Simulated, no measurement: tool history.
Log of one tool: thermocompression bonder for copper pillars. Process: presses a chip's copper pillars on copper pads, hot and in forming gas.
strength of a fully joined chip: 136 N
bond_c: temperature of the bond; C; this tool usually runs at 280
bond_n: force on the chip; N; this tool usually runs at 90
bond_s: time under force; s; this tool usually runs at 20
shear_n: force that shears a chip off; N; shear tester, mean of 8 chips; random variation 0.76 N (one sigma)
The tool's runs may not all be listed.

run	day	bond_c	bond_n	bond_s	shear_n
1	0	280	90	20	89.6
# day 0.333: forming gas filter changed
2	0.896	280	90	20	95.3
3	2.075	280	90	20	95
4	3.792	280	90	20	95.3
5	5	280	90	16	89.5
6	6.271	280	90	20	93.1
7	7.333	280	90	20	91.4
8	8.758	280	90	20	92.7
9	10.521	280	90	20	92.3
10	11.688	280	90	20	90.5
11	12.542	280	117	20	98.7
12	14.333	280	90	28	96.8
# day 15.192: forming gas filter changed
# day 15.658: heater calibrated with a thermocouple chip
13	16.358	280	90	28	105.7
14	18.05	280	90	42	114.3
15	19.712	280	90	20	97.1
16	20.754	280	90	14	88.4
17	22.321	280	90	14	87
18	23.825	280	90	14	86.9
19	25.579	280	90	14	85.4
20	27.442	280	121	22	103
21	29.233	290	121	57	120.3
# day 30.092: forming gas filter changed
22	30.3	266	60	13	65.9
23	31.879	251	90	11	64.9
24	33.025	280	115	42	119.1
25	33.925	284	65	56	111
26	35.112	280	104	29	107.6
27	36.133	280	104	29	108.2
28	37.5	280	104	29	106.8
29	38.412	280	104	29	107.2
30	40.121	276	99	29	101.8
31	41.821	276	99	29	101.6
32	43.725	271	99	30	97.3
33	44.7	280	116	20	97

What will run 34 give?
# day 44.975: forming gas filter changed
34	45.667	280	116	20	?

shear_n: 105.4 N
Minus the tool's unlogged condition, the same run would have read shear_n 104.4 N.
